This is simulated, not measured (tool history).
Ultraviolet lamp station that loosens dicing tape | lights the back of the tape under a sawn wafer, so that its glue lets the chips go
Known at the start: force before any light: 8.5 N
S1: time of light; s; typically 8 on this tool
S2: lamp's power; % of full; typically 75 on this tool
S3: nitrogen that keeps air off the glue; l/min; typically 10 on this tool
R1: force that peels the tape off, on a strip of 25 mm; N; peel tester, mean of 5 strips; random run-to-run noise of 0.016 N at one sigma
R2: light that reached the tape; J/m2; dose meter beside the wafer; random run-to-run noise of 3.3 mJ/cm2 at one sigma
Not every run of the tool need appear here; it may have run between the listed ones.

run   hour  S1  S2  S3     R1    R2
  1      0   8  75  10  1.851  3210
      18.5  -- lamp changed
  2   56.6   8  75  10  0.903  4910
  3   98.1   8  67  10  1.166  4340
  4  135.4   8  67  10  1.209  4180
  5  183.6   8  67  10  1.191  4030
     241.9  -- window cleaned of glue's vapour
  6  241.9   7  75  10  1.168  4230
  7  283.2   7  75  10  1.211  4050
  8    311  13  75   6  0.589  7480
  9  351.4  13  75   6  0.603  7330
 10  380.9   9  89   6  0.923  5850

Predict each of these 5 candidate next runs independently; none follows another, all start after run 10:
  A  410.7   9  93  18   ?   ?
  B  410.7  10  89   6   ?   ?
  C  410.7   8  72   7   ?   ?
  D  410.7  12  89   6   ?   ?
  E  410.7  10  65   5   ?   ?

run     R1    R2
  A  0.386  6010
  B  0.781  6460
  C  1.529  4140
  D  0.527  7700
  E  1.583  4720
With no hidden state in the tool, these same runs would have given:
run     R1    R2
  A  0.284  7210
  B  0.539  7750
  C   1.12  4970
  D  0.365  9240
  E  1.165  5660

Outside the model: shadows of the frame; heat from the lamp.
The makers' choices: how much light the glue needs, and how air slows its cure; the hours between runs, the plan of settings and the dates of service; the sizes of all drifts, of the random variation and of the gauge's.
